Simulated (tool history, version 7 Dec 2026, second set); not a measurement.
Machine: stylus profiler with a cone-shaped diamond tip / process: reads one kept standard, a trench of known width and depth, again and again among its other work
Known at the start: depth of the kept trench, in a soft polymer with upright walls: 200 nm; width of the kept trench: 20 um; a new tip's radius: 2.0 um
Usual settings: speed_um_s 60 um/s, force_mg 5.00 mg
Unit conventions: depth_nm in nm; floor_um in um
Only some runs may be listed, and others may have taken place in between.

{"run": 1, "hour": 0.0, "speed_um_s": 60, "force_mg": 5.0, "depth_nm": 202.3, "floor_um": 18.14}
{"run": 2, "hour": 14.2, "speed_um_s": 60, "force_mg": 5.0, "depth_nm": 202.28, "floor_um": 18.09}
{"run": 3, "hour": 40.0, "speed_um_s": 60, "force_mg": 3.75, "depth_nm": 202.0, "floor_um": 18.06}
{"run": 4, "hour": 59.9, "speed_um_s": 60, "force_mg": 3.75, "depth_nm": 202.0, "floor_um": 18.13}
{"run": 5, "hour": 78.7, "speed_um_s": 60, "force_mg": 10.65, "depth_nm": 203.38, "floor_um": 18.13}
{"run": 6, "hour": 94.1, "speed_um_s": 60, "force_mg": 10.65, "depth_nm": 203.84, "floor_um": 18.14}
{"run": 7, "hour": 113.5, "speed_um_s": 60, "force_mg": 10.65, "depth_nm": 203.84, "floor_um": 18.13}
{"run": 8, "hour": 131.7, "speed_um_s": 27, "force_mg": 5.0, "depth_nm": 202.29, "floor_um": 18.17}
{"run": 9, "hour": 149.5, "speed_um_s": 27, "force_mg": 5.0, "depth_nm": 202.46, "floor_um": 18.16}
{"run": 10, "hour": 173.9, "speed_um_s": 27, "force_mg": 5.0, "depth_nm": 202.54, "floor_um": 18.1}
{"run": 11, "hour": 194.3, "speed_um_s": 60, "force_mg": 5.0, "depth_nm": 202.5, "floor_um": 18.14}
{"run": 12, "hour": 216.6, "speed_um_s": 60, "force_mg": 5.0, "depth_nm": 202.57, "floor_um": 18.06}
{"run": 13, "hour": 237.1, "speed_um_s": 60, "force_mg": 5.0, "depth_nm": 202.43, "floor_um": 18.08}
{"run": 14, "hour": 248.1, "speed_um_s": 122, "force_mg": 5.0, "depth_nm": 202.3, "floor_um": 18.04}
{"run": 15, "hour": 266.1, "speed_um_s": 60, "force_mg": 5.0, "depth_nm": 202.21, "floor_um": 18.07}
{"run": 16, "hour": 292.0, "speed_um_s": 60, "force_mg": 5.0, "depth_nm": 202.36, "floor_um": 18.09}
{"run": 17, "hour": 303.8, "speed_um_s": 75, "force_mg": 5.0, "depth_nm": 202.44, "floor_um": 18.07}
{"run": 18, "hour": 328.0, "speed_um_s": 75, "force_mg": 5.0, "depth_nm": 202.5, "floor_um": 18.07}
{"run": 19, "hour": 349.7, "speed_um_s": 75, "force_mg": 5.0, "depth_nm": 202.47, "floor_um": 18.04}
{"run": 20, "hour": 360.4, "speed_um_s": 75, "force_mg": 5.0, "depth_nm": 202.29, "floor_um": 18.06}
{"run": 21, "hour": 381.8, "speed_um_s": 75, "force_mg": 5.0, "depth_nm": 202.53, "floor_um": 18.03}
{"run": 22, "hour": 398.7, "speed_um_s": 75, "force_mg": 5.0, "depth_nm": 202.4, "floor_um": 17.97}
{"run": 23, "hour": 412.4, "speed_um_s": 75, "force_mg": 5.0, "depth_nm": 202.54, "floor_um": 18.03}
{"run": 24, "hour": 433.0, "speed_um_s": 60, "force_mg": 5.0, "depth_nm": 202.58, "floor_um": 18.08}
{"run": 25, "hour": 455.4, "speed_um_s": 66, "force_mg": 14.93, "depth_nm": 205.08, "floor_um": 18.07}
{"run": 26, "hour": 473.5, "speed_um_s": 66, "force_mg": 14.93, "depth_nm": 204.87, "floor_um": 18.08}
{"run": 27, "hour": 492.6, "speed_um_s": 32, "force_mg": 5.0, "depth_nm": 202.57, "floor_um": 18.09}
{"run": 28, "hour": 507.1, "speed_um_s": 32, "force_mg": 5.0, "depth_nm": 202.46, "floor_um": 18.07}
{"run": 29, "hour": 530.6, "speed_um_s": 32, "force_mg": 14.47, "depth_nm": 204.8, "floor_um": 18.14}
{"run": 30, "hour": 548.8, "speed_um_s": 32, "force_mg": 14.47, "depth_nm": 204.92, "floor_um": 18.12}
{"run": 31, "hour": 563.4, "speed_um_s": 190, "force_mg": 2.28, "depth_nm": 201.57, "floor_um": 17.74}
{"run": 32, "hour": 575.5, "speed_um_s": 207, "force_mg": 9.38, "depth_nm": 203.69, "floor_um": 17.95}
{"run": 33, "hour": 589.7, "speed_um_s": 207, "force_mg": 9.38, "depth_nm": 203.79, "floor_um": 17.89}
{"run": 34, "hour": 605.9, "speed_um_s": 210, "force_mg": 2.59, "depth_nm": 201.84, "floor_um": 17.74}
{"run": 35, "hour": 625.2, "speed_um_s": 17, "force_mg": 2.59, "depth_nm": 202.03, "floor_um": 18.09}
{"run": 36, "hour": 648.1, "speed_um_s": 17, "force_mg": 2.59, "depth_nm": 201.74, "floor_um": 18.11}
{"run": 37, "hour": 664.9, "speed_um_s": 76, "force_mg": 3.0, "depth_nm": 202.21, "floor_um": 18.01}
{"run": 38, "hour": 676.3, "speed_um_s": 76, "force_mg": 3.0, "depth_nm": 202.09, "floor_um": 17.98}
{"run": 39, "hour": 686.8, "speed_um_s": 76, "force_mg": 3.0, "depth_nm": 202.08, "floor_um": 17.9}
{"run": 40, "hour": 699.5, "speed_um_s": 32, "force_mg": 2.03, "depth_nm": 201.59, "floor_um": 18.05}
{"run": 41, "hour": 716.0, "speed_um_s": 209, "force_mg": 8.47, "depth_nm": 203.63, "floor_um": 17.94}
{"run": 42, "hour": 737.6, "speed_um_s": 64, "force_mg": 1.83, "depth_nm": 201.52, "floor_um": 18.04}
{"run": 43, "hour": 753.2, "speed_um_s": 117, "force_mg": 7.74, "depth_nm": 203.39, "floor_um": 17.99}
{"run": 44, "hour": 767.1, "speed_um_s": 60, "force_mg": 5.04, "depth_nm": 202.73, "floor_um": 18.04}
{"run": 45, "hour": 787.1, "speed_um_s": 72, "force_mg": 12.61, "depth_nm": 204.61, "floor_um": 18.01}
{"run": 46, "hour": 801.2, "speed_um_s": 239, "force_mg": 4.85, "depth_nm": 202.7, "floor_um": 17.81}
{"run": 47, "hour": 812.5, "speed_um_s": 131, "force_mg": 5.49, "depth_nm": 202.93, "floor_um": 18.02}

Here are 3 independent what-if runs from the current tool condition. What would each one return?
{"run": "A", "hour": 831.9, "speed_um_s": 240, "force_mg": 2.43, "depth_nm": "?", "floor_um": "?"}
{"run": "B", "hour": 831.9, "speed_um_s": 157, "force_mg": 2.56, "depth_nm": "?", "floor_um": "?"}
{"run": "C", "hour": 831.9, "speed_um_s": 131, "force_mg": 2.57, "depth_nm": "?", "floor_um": "?"}

run=A depth_nm=202.04 floor_um=17.66
run=B depth_nm=201.67 floor_um=17.82
run=C depth_nm=202.07 floor_um=17.84
With no hidden state in the tool, these same runs would have given:
run=A depth_nm=201.55 floor_um=17.82
run=B depth_nm=201.17 floor_um=17.98
run=C depth_nm=201.58 floor_um=18.00

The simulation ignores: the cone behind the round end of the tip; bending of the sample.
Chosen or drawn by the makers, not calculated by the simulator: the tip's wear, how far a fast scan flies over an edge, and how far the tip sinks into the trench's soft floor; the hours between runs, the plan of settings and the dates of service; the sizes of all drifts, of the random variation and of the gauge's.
